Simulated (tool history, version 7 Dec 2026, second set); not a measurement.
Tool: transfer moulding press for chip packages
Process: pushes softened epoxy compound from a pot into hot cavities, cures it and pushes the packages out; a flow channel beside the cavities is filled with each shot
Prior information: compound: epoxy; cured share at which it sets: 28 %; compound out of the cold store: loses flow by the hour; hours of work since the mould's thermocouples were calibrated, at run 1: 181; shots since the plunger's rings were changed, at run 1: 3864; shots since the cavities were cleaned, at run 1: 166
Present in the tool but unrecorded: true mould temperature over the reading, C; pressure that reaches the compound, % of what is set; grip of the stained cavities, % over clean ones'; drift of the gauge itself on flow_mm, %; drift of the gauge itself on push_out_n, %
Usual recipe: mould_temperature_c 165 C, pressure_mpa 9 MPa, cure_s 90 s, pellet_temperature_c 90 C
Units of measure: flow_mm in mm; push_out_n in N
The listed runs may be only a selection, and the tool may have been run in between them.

| run | hour | mould_temperature_c | pressure_mpa | cure_s | pellet_temperature_c | hours of work since the mould's thermocouples were calibrated | shots since the plunger's rings were changed | shots since the cavities were cleaned | incoming compound's hours out of the cold store | flow_mm | push_out_n |
|---|---|---|---|---|---|---|---|---|---|---|---|
| 1 | 0 | 165 | 9 | 90 | 90 | 181 | 3864 | 166 | 33.2 | 692 | 409 |
| 2 | 12.2 | 165 | 9 | 90 | 90 | 187 | 3987 | 289 | 17.3 | 703 | 451 |
|  | 20.2 | plunger's sealing rings changed |
| 3 | 28.4 | 165 | 9 | 90 | 90 | 193 | 82 | 426 | 27.9 | 738 | 475 |
| 4 | 40.1 | 165 | 9 | 90 | 90 | 199 | 199 | 543 | 22.6 | 759 | 513 |
| 5 | 51.8 | 165 | 7.85 | 90 | 90 | 204 | 317 | 661 | 33.7 | 685 | 531 |
| 6 | 66.9 | 165 | 7.85 | 90 | 90 | 212 | 469 | 813 | 26.4 | 686 | 556 |
| 7 | 79 | 165 | 9 | 121 | 90 | 217 | 590 | 934 | 15.6 | 752 | 520 |
| 8 | 89 | 165 | 9 | 121 | 90 | 222 | 690 | 1034 | 37 | 732 | 541 |
|  | 94.3 | cavities cleaned with cleaning compound and waxed |
| 9 | 98.8 | 165 | 9 | 122 | 90 | 226 | 773 | 45 | 25 | 731 | 321 |
| 10 | 108.4 | 158 | 9 | 90 | 90 | 230 | 869 | 141 | 17 | 766 | 559 |
|  | 111.8 | mould's thermocouples calibrated |
| 11 | 121.9 | 165 | 9 | 73 | 90 | 5 | 985 | 257 | 40 | 717 | 579 |
| 12 | 130.8 | 160 | 9 | 73 | 90 | 9 | 1074 | 346 | 42.1 | 724 | 909 |
| 13 | 139.8 | 160 | 9 | 73 | 90 | 13 | 1165 | 437 | 40.6 | 707 | 953 |
| 14 | 153.2 | 165 | 9 | 83 | 83 | 19 | 1299 | 571 | 36.8 | 704 | 581 |
|  | 161.5 | mould's thermocouples calibrated, once more |
| 15 | 166.3 | 161 | 8.68 | 85 | 100 | 2 | 1410 | 682 | 31.3 | 700 | 677 |
| 16 | 175.3 | 161 | 8.68 | 85 | 100 | 6 | 1500 | 772 | 14.5 | 741 | 711 |
| 17 | 182.4 | 161 | 8.68 | 85 | 85 | 10 | 1572 | 844 | 24.1 | 719 | 768 |
| 18 | 197.6 | 161 | 8.68 | 85 | 85 | 17 | 1725 | 997 | 28 | 715 | 749 |
|  | 207.2 | cavities cleaned with cleaning compound and waxed |
| 19 | 215.1 | 168 | 10.65 | 90 | 90 | 25 | 1884 | 79 | 45 | 747 | 356 |
| 20 | 228.5 | 163 | 10.96 | 98 | 97 | 31 | 2019 | 214 | 42.9 | 761 | 413 |
| 21 | 242.1 | 165 | 9.44 | 90 | 82 | 37 | 2156 | 351 | 20.7 | 754 | 469 |
| 22 | 249.3 | 172 | 8.47 | 109 | 93 | 41 | 2228 | 423 | 40.3 | 654 | 447 |
| 23 | 259.2 | 171 | 7.09 | 91 | 95 | 45 | 2327 | 522 | 41.4 | 598 | 462 |
| 24 | 267.4 | 158 | 9 | 115 | 90 | 49 | 2409 | 604 | 17.3 | 739 | 510 |

Branching from run 24: 4 alternative next runs. What would each branch give?
| A | 277.7 | 160 | 9 | 100 | 90 | 54 | 2512 | 707 | 46.7 | ? | ? |
| B | 277.7 | 158 | 9 | 97 | 90 | 54 | 2512 | 707 | 14.8 | ? | ? |
| C | 277.7 | 165 | 9 | 114 | 90 | 54 | 2512 | 707 | 35.6 | ? | ? |
| D | 277.7 | 158 | 10.51 | 79 | 81 | 54 | 2512 | 707 | 22.4 | ? | ? |

| run | flow_mm | push_out_n |
|---|---|---|
| A | 692 | 561 |
| B | 752 | 696 |
| C | 688 | 494 |
| D | 790 | 1046 |
Take away the tool's hidden state, keep each run's random variation, and the runs would have read:
| run | flow_mm | push_out_n |
|---|---|---|
| A | 729 | 354 |
| B | 793 | 442 |
| C | 725 | 305 |
| D | 832 | 667 |

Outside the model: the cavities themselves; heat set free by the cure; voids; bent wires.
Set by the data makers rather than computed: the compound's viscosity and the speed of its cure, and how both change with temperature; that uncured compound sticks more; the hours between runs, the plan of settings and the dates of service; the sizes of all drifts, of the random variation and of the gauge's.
